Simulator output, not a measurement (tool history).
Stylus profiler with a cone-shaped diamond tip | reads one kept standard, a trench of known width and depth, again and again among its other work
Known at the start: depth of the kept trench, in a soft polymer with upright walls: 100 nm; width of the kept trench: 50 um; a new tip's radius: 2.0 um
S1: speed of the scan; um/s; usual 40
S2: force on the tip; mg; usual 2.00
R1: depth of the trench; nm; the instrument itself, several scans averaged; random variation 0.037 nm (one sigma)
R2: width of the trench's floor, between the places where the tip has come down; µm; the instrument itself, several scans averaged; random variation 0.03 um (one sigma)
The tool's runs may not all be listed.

| run | hour | S1 | S2 | R1 | R2 |
|---|---|---|---|---|---|
| 1 | 0.0 | 40 | 2.00 | 100.72 | 48.42 |
| 2 | 49.9 | 40 | 2.00 | 100.77 | 48.48 |
| 3 | 134.5 | 40 | 2.00 | 100.77 | 48.48 |
|  | 173.7 | new tip fitted, height scale calibrated |
| 4 | 190.8 | 40 | 2.00 | 100.79 | 48.52 |
| 5 | 238.5 | 40 | 2.00 | 100.78 | 48.45 |
| 6 | 296.5 | 40 | 2.00 | 100.72 | 48.52 |
| 7 | 383.9 | 40 | 2.00 | 100.85 | 48.52 |
| 8 | 470.3 | 40 | 2.00 | 100.78 | 48.50 |
| 9 | 556.4 | 40 | 2.00 | 100.80 | 48.45 |
| 10 | 602.8 | 40 | 2.00 | 100.79 | 48.52 |
| 11 | 695.0 | 40 | 2.00 | 100.68 | 48.45 |
| 12 | 790.2 | 40 | 2.00 | 100.74 | 48.47 |
| 13 | 830.3 | 40 | 2.00 | 100.75 | 48.51 |
| 14 | 872.9 | 27 | 2.51 | 100.89 | 48.56 |
| 15 | 948.7 | 27 | 2.51 | 100.84 | 48.57 |
| 16 | 1017.9 | 36 | 3.55 | 101.09 | 48.57 |
| 17 | 1067.8 | 16 | 2.00 | 100.77 | 48.67 |
| 18 | 1134.6 | 16 | 2.00 | 100.74 | 48.61 |
| 19 | 1218.5 | 64 | 2.00 | 100.83 | 48.32 |
| 20 | 1296.5 | 74 | 2.00 | 100.82 | 48.23 |
| 21 | 1348.1 | 46 | 3.24 | 101.08 | 48.52 |
| 22 | 1432.1 | 50 | 1.51 | 100.58 | 48.31 |
|  | 1464.7 | new tip fitted, height scale calibrated |
| 23 | 1521.0 | 24 | 5.66 | 101.55 | 48.67 |
| 24 | 1569.6 | 40 | 2.49 | 100.95 | 48.48 |
| 25 | 1614.6 | 35 | 2.00 | 100.79 | 48.51 |

4 ways to go on from here, each from the tool as it stands after run 25. What would each give?
| A | 1711.4 | 112 | 4.17 | ? | ? |
| B | 1711.4 | 57 | 2.00 | ? | ? |
| C | 1711.4 | 10 | 3.38 | ? | ? |
| D | 1711.4 | 14 | 3.74 | ? | ? |

| run | R1 | R2 |
|---|---|---|
| A | 101.29 | 48.25 |
| B | 100.74 | 48.41 |
| C | 101.12 | 48.75 |
| D | 101.11 | 48.67 |
Without the tool's hidden state the same runs would have given:
| run | R1 | R2 |
|---|---|---|
| A | 101.29 | 48.25 |
| B | 100.74 | 48.41 |
| C | 101.12 | 48.75 |
| D | 101.11 | 48.67 |
